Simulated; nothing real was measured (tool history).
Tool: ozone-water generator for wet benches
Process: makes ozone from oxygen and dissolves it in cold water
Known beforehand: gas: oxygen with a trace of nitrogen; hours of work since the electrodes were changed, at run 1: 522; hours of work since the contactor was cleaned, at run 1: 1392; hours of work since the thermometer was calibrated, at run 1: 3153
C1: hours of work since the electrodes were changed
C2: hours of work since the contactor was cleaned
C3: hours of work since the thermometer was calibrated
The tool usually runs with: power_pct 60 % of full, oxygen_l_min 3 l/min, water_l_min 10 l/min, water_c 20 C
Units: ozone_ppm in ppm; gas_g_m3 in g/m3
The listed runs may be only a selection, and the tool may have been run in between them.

Run 1, hour 0: usual settings; C1 522; C2 1392; C3 3153. Result: ozone_ppm 30 ppm, gas_g_m3 236.8 g/m3.
Run 2, hour 31.4: usual settings; C1 546; C2 1416; C3 3177. Result: ozone_ppm 30.1 ppm, gas_g_m3 235.8 g/m3.
Run 3, hour 59.1: usual settings; C1 568; C2 1437; C3 3198. Result: ozone_ppm 30.2 ppm, gas_g_m3 238.2 g/m3.
Run 4, hour 90.3: usual settings but oxygen_l_min 1.52 l/min; C1 592; C2 1461; C3 3222. Result: ozone_ppm 26.2 ppm, gas_g_m3 304.5 g/m3.
Run 5, hour 126.4: usual settings but oxygen_l_min 1.52 l/min; C1 619; C2 1488; C3 3250. Result: ozone_ppm 26.3 ppm, gas_g_m3 306.4 g/m3.
Run 6, hour 160.9: usual settings but power_pct 80 % of full; C1 646; C2 1515; C3 3276. Result: ozone_ppm 37.3 ppm, gas_g_m3 295.1 g/m3.
Run 7, hour 179.3: usual settings but power_pct 80 % of full; C1 660; C2 1529; C3 3290. Result: ozone_ppm 37.9 ppm, gas_g_m3 293.4 g/m3.
Run 8, hour 203: usual settings but power_pct 80 % of full; C1 678; C2 1547; C3 3309. Result: ozone_ppm 36.9 ppm, gas_g_m3 290.8 g/m3.
Run 9, hour 227.6: usual settings but oxygen_l_min 3.56 l/min; C1 697; C2 1566; C3 3327. Result: ozone_ppm 30.2 ppm, gas_g_m3 218.6 g/m3.
Run 10, hour 248.8: usual settings but oxygen_l_min 3.56 l/min; C1 713; C2 1582; C3 3344. Result: ozone_ppm 30.6 ppm, gas_g_m3 217.3 g/m3.
Run 11, hour 281.9: usual settings but oxygen_l_min 3.56 l/min; C1 738; C2 1608; C3 3369. Result: ozone_ppm 30.7 ppm, gas_g_m3 216.6 g/m3.
Run 12, hour 300.4: usual settings but power_pct 47 % of full, oxygen_l_min 1.74 l/min; C1 753; C2 1622; C3 3383. Result: ozone_ppm 22.5 ppm, gas_g_m3 238.4 g/m3.
Run 13, hour 337.5: usual settings but power_pct 77 % of full, oxygen_l_min 4.56 l/min, water_l_min 9 l/min, water_c 28 C; C1 781; C2 1650; C3 3412. Result: ozone_ppm 34 ppm, gas_g_m3 241.3 g/m3.
Run 14, hour 367.4: usual settings but power_pct 47 % of full, water_c 21 C; C1 804; C2 1673; C3 3434. Result: ozone_ppm 24.5 ppm, gas_g_m3 191.2 g/m3.
Run 15, hour 384.5: usual settings but power_pct 40 % of full, oxygen_l_min 1.94 l/min; C1 817; C2 1686; C3 3448. Result: ozone_ppm 20.5 ppm, gas_g_m3 201.8 g/m3.
Run 16, hour 409.7: usual settings but power_pct 91 % of full, oxygen_l_min 3.79 l/min, water_l_min 15 l/min, water_c 13 C; C1 836; C2 1705; C3 3467. Result: ozone_ppm 33.7 ppm, gas_g_m3 290.6 g/m3.
Run 17, hour 425.9: usual settings but power_pct 91 % of full, oxygen_l_min 3.79 l/min, water_l_min 15 l/min, water_c 13 C; C1 849; C2 1718; C3 3479. Result: ozone_ppm 34.4 ppm, gas_g_m3 289.2 g/m3.

What will run 18 give?
Run 18, hour 461.5: usual settings but power_pct 63 % of full, water_l_min 9 l/min, water_c 23 C; C1 876; C2 1745; C3 3506. Result: ozone_ppm ?, gas_g_m3 ?.

Run 18 came out at ozone_ppm 31.6 ppm, gas_g_m3 237.5 g/m3.
Minus the tool's unlogged condition, the same run would have read ozone_ppm 31.6 ppm, gas_g_m3 243.9 g/m3.
